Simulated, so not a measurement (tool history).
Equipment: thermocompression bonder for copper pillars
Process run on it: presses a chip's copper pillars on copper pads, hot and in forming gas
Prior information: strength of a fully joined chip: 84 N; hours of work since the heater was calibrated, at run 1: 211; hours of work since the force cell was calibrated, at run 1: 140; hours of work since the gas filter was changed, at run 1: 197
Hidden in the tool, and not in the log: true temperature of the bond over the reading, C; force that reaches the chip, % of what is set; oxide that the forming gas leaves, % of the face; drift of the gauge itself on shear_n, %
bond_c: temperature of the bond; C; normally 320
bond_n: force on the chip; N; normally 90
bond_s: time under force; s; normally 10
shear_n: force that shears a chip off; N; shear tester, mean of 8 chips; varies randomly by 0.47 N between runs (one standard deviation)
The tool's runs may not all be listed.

run	hour	bond_c	bond_n	bond_s	hours of work since the heater was calibrated	hours of work since the force cell was calibrated	hours of work since the gas filter was changed	shear_n
1	0.0	320	90	10	211	140	197	53.8
2	7.8	320	72	10	216	145	202	45.3
3	18.9	320	90	10	223	152	209	53.9
4	31.2	320	90	10	231	159	217	53.4
5	41.5	320	90	10	237	165	223	52.8
6	52.4	320	90	10	244	172	230	52.4
7	58.8	334	57	10	247	176	234	41.4
8	68.0	300	90	6	253	182	239	39.3
9	75.3	300	90	6	258	186	244	39.4
10	85.4	319	117	24	264	192	250	71.0
11	94.1	319	117	24	269	198	255	70.9

Below are 3 alternative next runs, each starting from the tool's condition after run 11. Predict each:
A	102.9	311	117	24	275	203	261	?
B	102.9	320	127	10	275	203	261	?
C	102.9	320	95	10	275	203	261	?

run	shear_n
A	68.8
B	63.7
C	54.5
Take away the tool's hidden state, keep each run's random variation, and the runs would have read:
run	shear_n
A	74.0
B	68.6
C	59.0
